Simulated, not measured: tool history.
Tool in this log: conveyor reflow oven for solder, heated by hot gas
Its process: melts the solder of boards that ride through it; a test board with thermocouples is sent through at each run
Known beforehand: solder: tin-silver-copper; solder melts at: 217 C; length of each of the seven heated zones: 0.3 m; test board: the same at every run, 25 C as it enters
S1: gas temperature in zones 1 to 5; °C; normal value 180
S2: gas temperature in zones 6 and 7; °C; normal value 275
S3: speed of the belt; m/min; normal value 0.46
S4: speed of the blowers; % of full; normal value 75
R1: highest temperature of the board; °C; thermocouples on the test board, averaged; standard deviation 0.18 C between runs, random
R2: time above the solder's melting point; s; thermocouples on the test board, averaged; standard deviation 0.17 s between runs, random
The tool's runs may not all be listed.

run,hour,S1,S2,S3,S4,R1,R2
1,0,180,275,0.46,75,255,62.9
2,58.7,180,275,0.46,75,254.3,62.4
3,93.9,180,273,0.46,75,252.5,61.4
4,167,180,275,0.46,75,253.5,62.2
# hour 209.2: flux residue cleaned out of gas plates and filters
5,223.2,180,275,0.46,75,254.9,63.9
6,292.2,173,275,0.46,75,253.2,59.4
7,369.8,173,275,0.46,75,252.3,59.1
8,446.4,173,275,0.46,72,251.4,58.4
9,486.2,173,275,0.46,72,251.3,58.3
# hour 540.9: flux residue cleaned out of gas plates and filters
10,543.9,173,275,0.46,72,253,59.6
# hour 606.8: thermocouples of zones 6 and 7 changed
11,607,180,275,0.46,57,253,61.4
12,654.9,180,275,0.46,57,252.5,61
13,715.3,180,275,0.46,57,252.1,60.9
14,794.7,180,275,0.46,57,251.4,60.3
15,827.2,180,275,0.46,57,251.5,60.2
# hour 871.4: flux residue cleaned out of gas plates and filters
16,899,195,285,0.448,52,264.1,78.6
17,940.5,195,285,0.448,52,264.2,78.5
# hour 949.2: belt drive overhauled, speed set with a stopwatch
18,1002.9,195,285,0.448,52,263.9,79
19,1069.8,195,285,0.448,52,263.7,78.7
20,1120.3,180,275,0.46,79,256.6,66.4
21,1162.8,165,284,0.452,83,263,65.8
# hour 1193.8: belt drive overhauled, speed set with a stopwatch, once more
22,1200.5,180,275,0.459,75,254.1,60.9
# hour 1211.6: flux residue cleaned out of gas plates and filters
23,1254.6,180,275,0.459,75,255.3,62.3
24,1328.5,180,275,0.459,75,255,61.9
25,1363.9,180,275,0.532,58,244.6,43.5
26,1397.1,180,275,0.477,89,255.7,60.5
27,1432.1,180,275,0.411,75,258,72.3
28,1500.3,192,275,0.411,75,259.5,79
# hour 1538.6: flux residue cleaned out of gas plates and filters
29,1559.6,188,283,0.417,71,266.1,80

Alternative continuations, all from the tool just after run 29; predict every row:
A,1623.6,188,283,0.424,71,?,?
B,1623.6,188,286,0.414,65,?,?
C,1623.6,183,277,0.46,75,?,?
D,1623.6,180,275,0.429,68,?,?
E,1623.6,175,283,0.417,71,?,?

run,R1,R2
A,265.2,78.2
B,267.6,81.2
C,257.4,65.1
D,255.9,68.2
E,263.6,72.9
Had the tool no hidden state, the same runs would have come out as:
run,R1,R2
A,266.9,78.6
B,269.3,81.5
C,259.1,65.8
D,257.6,69
E,265.3,73.4
